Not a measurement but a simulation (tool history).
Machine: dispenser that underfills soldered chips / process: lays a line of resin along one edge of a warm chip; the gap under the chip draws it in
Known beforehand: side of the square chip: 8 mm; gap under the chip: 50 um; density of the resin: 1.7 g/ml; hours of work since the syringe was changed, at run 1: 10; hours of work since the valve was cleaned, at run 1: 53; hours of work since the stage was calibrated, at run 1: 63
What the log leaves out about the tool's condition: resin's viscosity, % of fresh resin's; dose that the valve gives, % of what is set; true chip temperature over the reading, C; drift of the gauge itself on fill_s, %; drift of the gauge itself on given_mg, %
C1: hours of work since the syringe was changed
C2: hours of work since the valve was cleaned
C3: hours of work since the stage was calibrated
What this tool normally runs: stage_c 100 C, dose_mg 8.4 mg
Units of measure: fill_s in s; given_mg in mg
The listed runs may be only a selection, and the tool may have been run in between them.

{"run": 1, "hour": 0.0, "stage_c": 100, "dose_mg": 8.4, "C1": 10, "C2": 53, "C3": 63, "fill_s": 61.8, "given_mg": 8.22}
{"hour": 0.7, "done": "new syringe of resin"}
{"run": 2, "hour": 4.8, "stage_c": 100, "dose_mg": 8.4, "C1": 3, "C2": 56, "C3": 67, "fill_s": 34.9, "given_mg": 8.18}
{"run": 3, "hour": 10.6, "stage_c": 100, "dose_mg": 8.4, "C1": 8, "C2": 61, "C3": 72, "fill_s": 50, "given_mg": 8.15}
{"hour": 14.9, "done": "new syringe of resin"}
{"run": 4, "hour": 15.5, "stage_c": 100, "dose_mg": 8.4, "C1": 0, "C2": 64, "C3": 75, "fill_s": 27.6, "given_mg": 8.18}
{"run": 5, "hour": 22.5, "stage_c": 100, "dose_mg": 8.4, "C1": 6, "C2": 70, "C3": 81, "fill_s": 42.6, "given_mg": 8.13}
{"hour": 28.9, "done": "new syringe of resin"}
{"run": 6, "hour": 29.6, "stage_c": 100, "dose_mg": 8.4, "C1": 1, "C2": 75, "C3": 86, "fill_s": 28.7, "given_mg": 8.1}
{"run": 7, "hour": 39.1, "stage_c": 100, "dose_mg": 8.4, "C1": 8, "C2": 83, "C3": 93, "fill_s": 50.7, "given_mg": 8.09}
{"hour": 43.1, "done": "new syringe of resin"}
{"run": 8, "hour": 45.0, "stage_c": 100, "dose_mg": 8.4, "C1": 1, "C2": 87, "C3": 98, "fill_s": 30.5, "given_mg": 8.04}
{"hour": 49.4, "done": "dispensing valve cleaned and set on the balance"}
{"run": 9, "hour": 51.4, "stage_c": 100, "dose_mg": 8.4, "C1": 6, "C2": 2, "C3": 102, "fill_s": 42, "given_mg": 8.44}
{"hour": 58.4, "done": "new syringe of resin"}
{"run": 10, "hour": 59.9, "stage_c": 112, "dose_mg": 7.37, "C1": 1, "C2": 8, "C3": 108, "fill_s": 19, "given_mg": 7.41}

What will run 11 give?
{"run": 11, "hour": 63.8, "stage_c": 105, "dose_mg": 8.19, "C1": 4, "C2": 11, "C3": 111, "fill_s": "?", "given_mg": "?"}

fill_s: 31.2 s
given_mg: 8.18 mg
On a tool with no hidden condition, and with the same random variation, this run would have come out at fill_s 21.5 s, given_mg 8.18 mg.

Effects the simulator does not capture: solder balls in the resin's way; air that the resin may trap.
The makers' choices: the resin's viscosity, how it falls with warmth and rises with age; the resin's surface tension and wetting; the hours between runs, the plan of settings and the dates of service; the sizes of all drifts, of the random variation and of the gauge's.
